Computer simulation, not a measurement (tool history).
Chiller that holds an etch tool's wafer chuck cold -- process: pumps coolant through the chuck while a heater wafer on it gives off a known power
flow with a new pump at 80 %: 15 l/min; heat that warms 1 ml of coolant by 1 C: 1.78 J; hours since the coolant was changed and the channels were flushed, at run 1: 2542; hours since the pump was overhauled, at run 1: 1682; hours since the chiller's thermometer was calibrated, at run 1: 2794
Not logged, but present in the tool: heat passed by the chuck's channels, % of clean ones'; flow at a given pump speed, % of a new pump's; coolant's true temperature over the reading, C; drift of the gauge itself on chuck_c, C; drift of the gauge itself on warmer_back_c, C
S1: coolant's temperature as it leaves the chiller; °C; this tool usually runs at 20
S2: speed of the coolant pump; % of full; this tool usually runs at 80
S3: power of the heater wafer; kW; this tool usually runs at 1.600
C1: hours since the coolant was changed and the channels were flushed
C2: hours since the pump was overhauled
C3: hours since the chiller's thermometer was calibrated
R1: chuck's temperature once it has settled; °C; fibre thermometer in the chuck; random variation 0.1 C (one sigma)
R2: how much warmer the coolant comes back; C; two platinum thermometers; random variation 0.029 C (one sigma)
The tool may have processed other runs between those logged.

{"run": 1, "hour": 0.0, "S1": 20, "S2": 80, "S3": 1.6, "C1": 2542, "C2": 1682, "C3": 2794, "R1": 31.8, "R2": 3.7}
{"run": 2, "hour": 40.9, "S1": 13, "S2": 80, "S3": 1.6, "C1": 2583, "C2": 1723, "C3": 2835, "R1": 24.9, "R2": 3.67}
{"run": 3, "hour": 72.7, "S1": 13, "S2": 80, "S3": 1.6, "C1": 2615, "C2": 1755, "C3": 2867, "R1": 24.8, "R2": 3.71}
{"run": 4, "hour": 114.3, "S1": 20, "S2": 79, "S3": 1.6, "C1": 2657, "C2": 1797, "C3": 2908, "R1": 32.0, "R2": 3.73}
{"run": 5, "hour": 145.0, "S1": 20, "S2": 79, "S3": 1.6, "C1": 2687, "C2": 1827, "C3": 2939, "R1": 32.0, "R2": 3.74}
{"run": 6, "hour": 173.4, "S1": 20, "S2": 79, "S3": 1.6, "C1": 2716, "C2": 1856, "C3": 2967, "R1": 31.9, "R2": 3.74}
{"run": 7, "hour": 199.8, "S1": 20, "S2": 79, "S3": 1.6, "C1": 2742, "C2": 1882, "C3": 2994, "R1": 32.0, "R2": 3.8}
{"run": 8, "hour": 236.5, "S1": 20, "S2": 79, "S3": 1.6, "C1": 2779, "C2": 1919, "C3": 3030, "R1": 31.9, "R2": 3.77}
{"run": 9, "hour": 260.1, "S1": 20, "S2": 80, "S3": 1.931, "C1": 2802, "C2": 1942, "C3": 3054, "R1": 34.5, "R2": 4.44}
{"run": 10, "hour": 294.9, "S1": 20, "S2": 80, "S3": 1.931, "C1": 2837, "C2": 1977, "C3": 3089, "R1": 34.4, "R2": 4.44}
{"run": 11, "hour": 329.8, "S1": 20, "S2": 80, "S3": 1.931, "C1": 2872, "C2": 2012, "C3": 3124, "R1": 34.5, "R2": 4.48}
{"run": 12, "hour": 352.9, "S1": 20, "S2": 70, "S3": 1.931, "C1": 2895, "C2": 2035, "C3": 3147, "R1": 35.7, "R2": 5.2}
{"run": 13, "hour": 375.5, "S1": 20, "S2": 70, "S3": 1.931, "C1": 2918, "C2": 2058, "C3": 3169, "R1": 35.7, "R2": 5.21}
{"run": 14, "hour": 405.1, "S1": 20, "S2": 80, "S3": 1.6, "C1": 2947, "C2": 2087, "C3": 3199, "R1": 31.9, "R2": 3.69}
{"run": 15, "hour": 438.0, "S1": 20, "S2": 80, "S3": 1.6, "C1": 2980, "C2": 2120, "C3": 3232, "R1": 32.0, "R2": 3.72}
{"hour": 458.9, "done": "chiller's thermometer calibrated"}
{"run": 16, "hour": 464.7, "S1": 20, "S2": 80, "S3": 1.6, "C1": 3006, "C2": 2146, "C3": 6, "R1": 32.0, "R2": 3.72}
{"run": 17, "hour": 498.1, "S1": 24, "S2": 95, "S3": 1.9, "C1": 3040, "C2": 2179, "C3": 39, "R1": 36.8, "R2": 3.68}
{"run": 18, "hour": 534.9, "S1": 16, "S2": 95, "S3": 1.9, "C1": 3076, "C2": 2216, "C3": 76, "R1": 29.0, "R2": 3.67}
{"hour": 542.3, "done": "coolant pump overhauled"}
{"run": 19, "hour": 583.3, "S1": 16, "S2": 95, "S3": 1.805, "C1": 3120, "C2": 41, "C3": 119, "R1": 28.4, "R2": 3.52}
{"run": 20, "hour": 612.3, "S1": 11, "S2": 70, "S3": 1.591, "C1": 3149, "C2": 70, "C3": 148, "R1": 24.2, "R2": 4.36}
{"hour": 660.5, "done": "coolant pump overhauled, once more"}
{"run": 21, "hour": 661.7, "S1": 20, "S2": 64, "S3": 1.6, "C1": 3193, "C2": 1, "C3": 193, "R1": 33.7, "R2": 4.58}
{"run": 22, "hour": 696.7, "S1": 20, "S2": 64, "S3": 1.6, "C1": 3228, "C2": 36, "C3": 228, "R1": 33.9, "R2": 4.53}
{"run": 23, "hour": 743.5, "S1": 24, "S2": 65, "S3": 1.025, "C1": 3275, "C2": 83, "C3": 275, "R1": 32.8, "R2": 2.91}
{"run": 24, "hour": 784.3, "S1": 24, "S2": 92, "S3": 1.025, "C1": 3316, "C2": 124, "C3": 315, "R1": 31.2, "R2": 1.96}
{"run": 25, "hour": 817.7, "S1": 10, "S2": 80, "S3": 1.749, "C1": 3349, "C2": 157, "C3": 349, "R1": 22.9, "R2": 3.94}
{"run": 26, "hour": 844.2, "S1": 13, "S2": 90, "S3": 1.749, "C1": 3376, "C2": 184, "C3": 375, "R1": 25.1, "R2": 3.51}
{"run": 27, "hour": 882.0, "S1": 13, "S2": 90, "S3": 1.749, "C1": 3413, "C2": 221, "C3": 413, "R1": 24.8, "R2": 3.44}
{"run": 28, "hour": 928.6, "S1": 14, "S2": 93, "S3": 2.145, "C1": 3460, "C2": 268, "C3": 460, "R1": 28.6, "R2": 4.16}
{"run": 29, "hour": 953.8, "S1": 17, "S2": 95, "S3": 1.803, "C1": 3485, "C2": 293, "C3": 485, "R1": 29.1, "R2": 3.36}
{"run": 30, "hour": 997.6, "S1": 16, "S2": 95, "S3": 2.297, "C1": 3529, "C2": 337, "C3": 529, "R1": 31.5, "R2": 4.24}
{"run": 31, "hour": 1040.9, "S1": 14, "S2": 65, "S3": 0.876, "C1": 3572, "C2": 380, "C3": 572, "R1": 21.8, "R2": 2.45}

Forecast each of these 4 alternatives for the next run:
{"run": "A", "hour": 1060.3, "S1": 20, "S2": 69, "S3": 1.6, "C1": 3592, "C2": 400, "C3": 591, "R1": "?", "R2": "?"}
{"run": "B", "hour": 1060.3, "S1": 14, "S2": 65, "S3": 0.94, "C1": 3592, "C2": 400, "C3": 591, "R1": "?", "R2": "?"}
{"run": "C", "hour": 1060.3, "S1": 20, "S2": 71, "S3": 1.891, "C1": 3592, "C2": 400, "C3": 591, "R1": "?", "R2": "?"}
{"run": "D", "hour": 1060.3, "S1": 28, "S2": 84, "S3": 0.838, "C1": 3592, "C2": 400, "C3": 591, "R1": "?", "R2": "?"}

run=A R1=33.1 R2=4.24
run=B R1=21.9 R2=2.66
run=C R1=35.4 R2=4.89
run=D R1=34.2 R2=1.78
With the hidden condition removed and each run's random variation left untouched, the same runs would have given:
run=A R1=32.3 R2=4.25
run=B R1=21.5 R2=2.66
run=C R1=34.4 R2=4.90
run=D R1=33.8 R2=1.78

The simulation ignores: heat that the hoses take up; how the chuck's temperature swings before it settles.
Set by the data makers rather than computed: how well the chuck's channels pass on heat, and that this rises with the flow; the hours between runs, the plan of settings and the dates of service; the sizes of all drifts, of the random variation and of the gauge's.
